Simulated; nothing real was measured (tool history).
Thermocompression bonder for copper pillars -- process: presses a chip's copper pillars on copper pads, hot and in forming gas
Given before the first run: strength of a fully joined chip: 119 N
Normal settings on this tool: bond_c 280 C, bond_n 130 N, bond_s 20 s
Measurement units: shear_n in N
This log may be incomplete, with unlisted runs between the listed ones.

run    hour  bond_c  bond_n  bond_s  shear_n
  1     0.0     280     130      20     72.2
  2    40.3     280     130      20     72.3
  3    76.5     280      96      20     54.9
  4   141.2     280      96      20     53.8
  5   231.4     280      96      17     46.4
  6   312.1     289      96      17     58.2
  7   393.7     289      96      17     58.7
  8   457.0     289      96      17     57.1
  9   516.9     280     186      20     78.7
 10   588.8     280     130      20     66.5
 11   635.5     280     130      26     71.3
 12   700.9     280     127      21     65.0
 13   764.1     295     159      33     95.3
 14   841.8     291     174      35     95.1
 15   888.4     269     103      20     42.8
 16   931.4     279     127      11     55.6
 17   977.9     279     113      14     54.6
 18  1035.0     279     113      14     52.8
 19  1116.7     279     165      17     75.7
 20  1166.4     299      97      21     66.5
 21  1244.2     299      97      21     66.0
 22  1293.0     299      97      21     73.8

Missing from the log above: 6 entries noted between runs. For each, name the pair of listed runs it sits between and say how the tool's hidden condition differs from the listed run just before to the listed run just after:
After run 4, before run 5: force cell calibrated (hour 221.8)
  true temperature of the bond over the reading, C: 7.6 -> 8.5; force that reaches the chip, % of what is set: 108.2 -> 100.4; oxide that the forming gas leaves, % of the face: 8.07 -> 11.04
  the result without the hidden state subtracted from the measured one, shear_n: +5.8 -> +1.2 N
After run 5, before run 6: forming gas filter changed (hour 247.5)
  true temperature of the bond over the reading, C: 8.5 -> 9.3; force that reaches the chip, % of what is set: 100.4 -> 100.6; oxide that the forming gas leaves, % of the face: 11.04 -> 2.68
  the result without the hidden state subtracted from the measured one, shear_n: +1.2 -> +6.3 N
After run 8, before run 9: heater calibrated with a thermocouple chip (hour 497.7)
  true temperature of the bond over the reading, C: 10.6 -> 1; force that reaches the chip, % of what is set: 101 -> 101.2; oxide that the forming gas leaves, % of the face: 7.49 -> 9.44
  the result without the hidden state subtracted from the measured one, shear_n: +4.7 -> -6.2 N
After run 9, before run 10: forming gas filter changed (hour 582.0)
  true temperature of the bond over the reading, C: 1 -> 1.7; force that reaches the chip, % of what is set: 101.2 -> 101.4; oxide that the forming gas leaves, % of the face: 9.44 -> 0.85
  the result without the hidden state subtracted from the measured one, shear_n: -6.2 -> +2.1 N
After run 15, before run 16: forming gas filter changed (hour 915.6)
  true temperature of the bond over the reading, C: 4.7 -> 5.1; force that reaches the chip, % of what is set: 102.2 -> 102.3; oxide that the forming gas leaves, % of the face: 11.42 -> 1.13
  the result without the hidden state subtracted from the measured one, shear_n: -0.6 -> +5.0 N
After run 21, before run 22: forming gas filter changed (hour 1252.7)
  true temperature of the bond over the reading, C: 7.9 -> 8.4; force that reaches the chip, % of what is set: 103.2 -> 103.3; oxide that the forming gas leaves, % of the face: 11.66 -> 1.9
  the result without the hidden state subtracted from the measured one, shear_n: +0.1 -> +7.9 N
